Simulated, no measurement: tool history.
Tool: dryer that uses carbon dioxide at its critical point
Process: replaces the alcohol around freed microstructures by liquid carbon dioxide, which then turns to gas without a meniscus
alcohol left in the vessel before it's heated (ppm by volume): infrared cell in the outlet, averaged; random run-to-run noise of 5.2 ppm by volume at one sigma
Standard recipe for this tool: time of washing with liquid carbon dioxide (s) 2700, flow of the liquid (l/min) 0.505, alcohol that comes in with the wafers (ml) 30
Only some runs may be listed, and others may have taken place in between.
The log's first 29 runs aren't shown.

run,hour,time of washing with liquid carbon dioxide (s),flow of the liquid (l/min),alcohol that comes in with the wafers (ml),alcohol left in the vessel before it's heated (ppm by volume)
30,205,2700,0.505,102,517
31,214,2700,0.505,102,532
32,218.1,1680,0.632,97,1133
33,228,1680,0.695,62,547
34,236.8,1680,0.695,62,557
35,241.8,2940,0.426,46,366
36,249.1,2940,0.426,46,361
37,257.9,2880,0.35,90,1304
38,264.3,2880,0.35,49,762
39,274,3540,0.505,105,191

Branching from run 39: 4 alternative next runs. What would each branch give?
A,284.1,2880,0.505,28,?
B,284.1,2220,0.845,67,?
C,284.1,2820,0.505,30,?
D,284.1,2580,0.713,82,?

run,alcohol left in the vessel before it's heated (ppm by volume)
A,163
B,124
C,177
D,155
With the hidden condition removed and each run's random variation left untouched, the same runs would have given:
run,alcohol left in the vessel before it's heated (ppm by volume)
A,78
B,47
C,85
D,64
